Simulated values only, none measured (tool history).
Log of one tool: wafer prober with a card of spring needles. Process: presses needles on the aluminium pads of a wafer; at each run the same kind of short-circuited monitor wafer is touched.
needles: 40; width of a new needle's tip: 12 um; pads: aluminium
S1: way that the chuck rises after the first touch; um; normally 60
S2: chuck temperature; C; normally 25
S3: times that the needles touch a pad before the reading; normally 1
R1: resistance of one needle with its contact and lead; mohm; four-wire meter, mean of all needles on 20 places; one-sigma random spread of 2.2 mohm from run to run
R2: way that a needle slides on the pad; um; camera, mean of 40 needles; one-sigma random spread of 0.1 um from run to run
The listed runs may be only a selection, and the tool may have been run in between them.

run,day,S1,S2,S3,R1,R2
1,0.000,60,25,1,291,9.09
# day 0.158: tips cleaned on abrasive film
2,0.229,60,85,1,277,9.12
3,0.662,43,25,1,336,6.60
# day 0.812: tips cleaned on abrasive film
4,0.875,43,115,1,298,6.40
5,1.279,43,115,1,353,6.38
# day 1.467: tips cleaned on abrasive film
6,1.467,43,30,1,261,6.49
7,1.796,43,30,1,320,6.49
8,1.979,43,30,1,345,6.23
# day 2.100: tips cleaned on abrasive film
9,2.371,43,30,1,315,6.44
10,2.675,43,30,1,350,6.39
# day 2.738: tips cleaned on abrasive film
11,3.017,60,25,1,287,9.04
12,3.354,51,62,1,328,7.65
# day 3.392: tips cleaned on abrasive film
13,3.725,51,62,1,308,7.80
14,3.912,60,26,2,277,9.15
# day 4.042: tips cleaned on abrasive film
15,4.338,60,26,2,272,9.00
# day 4.679: tips cleaned on abrasive film
16,4.750,60,50,1,267,8.95
17,5.054,60,63,1,296,8.82
18,5.283,51,25,1,327,7.47
# day 5.317: tips cleaned on abrasive film
19,5.588,43,44,1,322,6.39

Predict each of these 4 candidate next runs independently; none follows another, all start after run 19:
A,5.879,46,25,1,?,?
B,5.879,80,40,1,?,?
C,5.879,70,25,2,?,?
D,5.879,75,118,1,?,?

run,R1,R2
A,343,6.92
B,288,11.88
C,273,10.57
D,304,11.38
Stripped of hidden state, with their random variation kept, the same runs would have yielded:
run,R1,R2
A,252,7.23
B,252,12.18
C,247,10.87
D,268,11.68
